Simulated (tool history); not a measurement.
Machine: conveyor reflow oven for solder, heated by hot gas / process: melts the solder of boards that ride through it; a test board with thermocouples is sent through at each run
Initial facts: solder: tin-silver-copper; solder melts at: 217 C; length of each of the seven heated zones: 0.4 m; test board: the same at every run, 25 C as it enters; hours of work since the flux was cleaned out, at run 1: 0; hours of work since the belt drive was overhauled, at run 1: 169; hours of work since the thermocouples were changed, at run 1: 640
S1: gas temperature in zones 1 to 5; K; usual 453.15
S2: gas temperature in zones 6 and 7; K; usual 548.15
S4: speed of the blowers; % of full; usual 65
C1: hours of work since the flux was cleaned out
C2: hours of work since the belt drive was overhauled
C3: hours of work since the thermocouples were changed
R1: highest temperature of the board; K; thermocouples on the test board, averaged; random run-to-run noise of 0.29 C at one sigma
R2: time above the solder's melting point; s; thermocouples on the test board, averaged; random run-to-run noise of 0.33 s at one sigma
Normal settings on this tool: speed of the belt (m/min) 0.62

{"run": 1, "hour": 0.0, "S1": 453.15, "S2": 548.15, "speed of the belt (m/min)": 0.62, "S4": 65, "C1": 0, "C2": 169, "C3": 640, "R1": 537.35, "R2": 68.5}
{"run": 2, "hour": 28.5, "S1": 453.15, "S2": 548.15, "speed of the belt (m/min)": 0.62, "S4": 65, "C1": 20, "C2": 188, "C3": 660, "R1": 537.45, "R2": 68.4}
{"run": 3, "hour": 60.3, "S1": 453.15, "S2": 548.15, "speed of the belt (m/min)": 0.62, "S4": 65, "C1": 42, "C2": 210, "C3": 682, "R1": 537.55, "R2": 68.8}
{"run": 4, "hour": 80.5, "S1": 453.15, "S2": 548.15, "speed of the belt (m/min)": 0.62, "S4": 65, "C1": 56, "C2": 224, "C3": 696, "R1": 537.65, "R2": 68.6}
{"run": 5, "hour": 96.8, "S1": 453.15, "S2": 548.15, "speed of the belt (m/min)": 0.62, "S4": 65, "C1": 67, "C2": 236, "C3": 707, "R1": 537.65, "R2": 68.1}
{"run": 6, "hour": 124.2, "S1": 453.15, "S2": 548.15, "speed of the belt (m/min)": 0.65, "S4": 65, "C1": 86, "C2": 255, "C3": 726, "R1": 536.15, "R2": 64.7}
{"run": 7, "hour": 147.0, "S1": 453.15, "S2": 548.15, "speed of the belt (m/min)": 0.65, "S4": 65, "C1": 102, "C2": 270, "C3": 742, "R1": 536.55, "R2": 64.2}
{"run": 8, "hour": 178.6, "S1": 453.15, "S2": 548.15, "speed of the belt (m/min)": 0.65, "S4": 65, "C1": 123, "C2": 292, "C3": 764, "R1": 535.85, "R2": 64}
{"run": 9, "hour": 200.1, "S1": 453.15, "S2": 548.15, "speed of the belt (m/min)": 0.65, "S4": 65, "C1": 138, "C2": 307, "C3": 779, "R1": 536.25, "R2": 64.6}
{"hour": 207.1, "done": "flux residue cleaned out of gas plates and filters"}
{"run": 10, "hour": 224.9, "S1": 453.15, "S2": 546.15, "speed of the belt (m/min)": 0.62, "S4": 65, "C1": 12, "C2": 321, "C3": 792, "R1": 535.15, "R2": 68}
{"run": 11, "hour": 247.0, "S1": 453.15, "S2": 546.15, "speed of the belt (m/min)": 0.62, "S4": 65, "C1": 28, "C2": 336, "C3": 808, "R1": 535.55, "R2": 68.1}
{"run": 12, "hour": 279.3, "S1": 453.15, "S2": 548.15, "speed of the belt (m/min)": 0.697, "S4": 65, "C1": 50, "C2": 358, "C3": 830, "R1": 534.05, "R2": 58.9}
{"run": 13, "hour": 295.1, "S1": 453.15, "S2": 548.15, "speed of the belt (m/min)": 0.62, "S4": 89, "C1": 61, "C2": 369, "C3": 841, "R1": 541.95, "R2": 71.2}
{"run": 14, "hour": 319.6, "S1": 453.15, "S2": 548.15, "speed of the belt (m/min)": 0.616, "S4": 89, "C1": 78, "C2": 386, "C3": 858, "R1": 542.45, "R2": 71.7}
{"run": 15, "hour": 343.3, "S1": 453.15, "S2": 548.15, "speed of the belt (m/min)": 0.62, "S4": 65, "C1": 94, "C2": 402, "C3": 874, "R1": 537.25, "R2": 68.4}
{"run": 16, "hour": 359.3, "S1": 463.15, "S2": 548.15, "speed of the belt (m/min)": 0.62, "S4": 65, "C1": 105, "C2": 413, "C3": 885, "R1": 538.95, "R2": 73.5}
{"run": 17, "hour": 381.4, "S1": 453.15, "S2": 562.15, "speed of the belt (m/min)": 0.734, "S4": 77, "C1": 120, "C2": 429, "C3": 900, "R1": 547.85, "R2": 61}
{"hour": 401.9, "done": "flux residue cleaned out of gas plates and filters, once more"}
{"run": 18, "hour": 403.7, "S1": 453.15, "S2": 562.15, "speed of the belt (m/min)": 0.734, "S4": 77, "C1": 1, "C2": 441, "C3": 912, "R1": 548.75, "R2": 62.4}
{"run": 19, "hour": 427.7, "S1": 453.15, "S2": 560.15, "speed of the belt (m/min)": 0.62, "S4": 62, "C1": 18, "C2": 457, "C3": 929, "R1": 548.35, "R2": 74.4}
{"run": 20, "hour": 460.4, "S1": 445.15, "S2": 545.15, "speed of the belt (m/min)": 0.546, "S4": 73, "C1": 40, "C2": 480, "C3": 952, "R1": 539.45, "R2": 77.8}
{"run": 21, "hour": 490.8, "S1": 448.15, "S2": 557.15, "speed of the belt (m/min)": 0.546, "S4": 73, "C1": 61, "C2": 501, "C3": 973, "R1": 551.25, "R2": 83.4}
{"run": 22, "hour": 507.9, "S1": 457.15, "S2": 548.15, "speed of the belt (m/min)": 0.711, "S4": 65, "C1": 73, "C2": 513, "C3": 984, "R1": 534.85, "R2": 59.9}
{"run": 23, "hour": 528.9, "S1": 453.15, "S2": 555.15, "speed of the belt (m/min)": 0.62, "S4": 88, "C1": 88, "C2": 527, "C3": 999, "R1": 549.65, "R2": 73.7}
{"run": 24, "hour": 557.9, "S1": 442.15, "S2": 555.15, "speed of the belt (m/min)": 0.62, "S4": 59, "C1": 108, "C2": 547, "C3": 1019, "R1": 541.25, "R2": 67.3}
{"run": 25, "hour": 581.0, "S1": 453.15, "S2": 548.15, "speed of the belt (m/min)": 0.649, "S4": 63, "C1": 124, "C2": 563, "C3": 1035, "R1": 536.45, "R2": 65.1}
{"run": 26, "hour": 604.0, "S1": 453.15, "S2": 548.15, "speed of the belt (m/min)": 0.649, "S4": 63, "C1": 140, "C2": 579, "C3": 1051, "R1": 536.65, "R2": 64.8}
{"hour": 626.6, "done": "thermocouples of zones 6 and 7 changed"}
{"run": 27, "hour": 633.9, "S1": 453.15, "S2": 548.15, "speed of the belt (m/min)": 0.649, "S4": 63, "C1": 159, "C2": 598, "C3": 5, "R1": 533.55, "R2": 64}
{"run": 28, "hour": 661.0, "S1": 453.15, "S2": 548.15, "speed of the belt (m/min)": 0.649, "S4": 63, "C1": 178, "C2": 617, "C3": 24, "R1": 533.75, "R2": 64.2}
{"run": 29, "hour": 681.0, "S1": 467.15, "S2": 548.15, "speed of the belt (m/min)": 0.722, "S4": 63, "C1": 191, "C2": 631, "C3": 38, "R1": 532.65, "R2": 61.7}
{"hour": 691.8, "done": "flux residue cleaned out of gas plates and filters"}
{"run": 30, "hour": 709.1, "S1": 462.15, "S2": 545.15, "speed of the belt (m/min)": 0.722, "S4": 63, "C1": 12, "C2": 647, "C3": 53, "R1": 530.15, "R2": 58.2}

Alternative continuations, all from the tool just after run 30; predict every row:
{"run": "A", "hour": 742.2, "S1": 462.15, "S2": 545.15, "speed of the belt (m/min)": 0.707, "S4": 63, "C1": 35, "C2": 670, "C3": 76, "R1": "?", "R2": "?"}
{"run": "B", "hour": 742.2, "S1": 462.15, "S2": 553.15, "speed of the belt (m/min)": 0.505, "S4": 63, "C1": 35, "C2": 670, "C3": 76, "R1": "?", "R2": "?"}
{"run": "C", "hour": 742.2, "S1": 462.15, "S2": 545.15, "speed of the belt (m/min)": 0.721, "S4": 63, "C1": 35, "C2": 670, "C3": 76, "R1": "?", "R2": "?"}
{"run": "D", "hour": 742.2, "S1": 442.15, "S2": 541.15, "speed of the belt (m/min)": 0.722, "S4": 74, "C1": 35, "C2": 670, "C3": 76, "R1": "?", "R2": "?"}

run=A R1=530.15 R2=59.5
run=B R1=545.95 R2=94.3
run=C R1=530.45 R2=58.2
run=D R1=526.05 R2=49.9
With no hidden state in the tool, these same runs would have given:
run=A R1=529.85 R2=58.3
run=B R1=545.75 R2=92.6
run=C R1=530.15 R2=57
run=D R1=525.75 R2=48.8
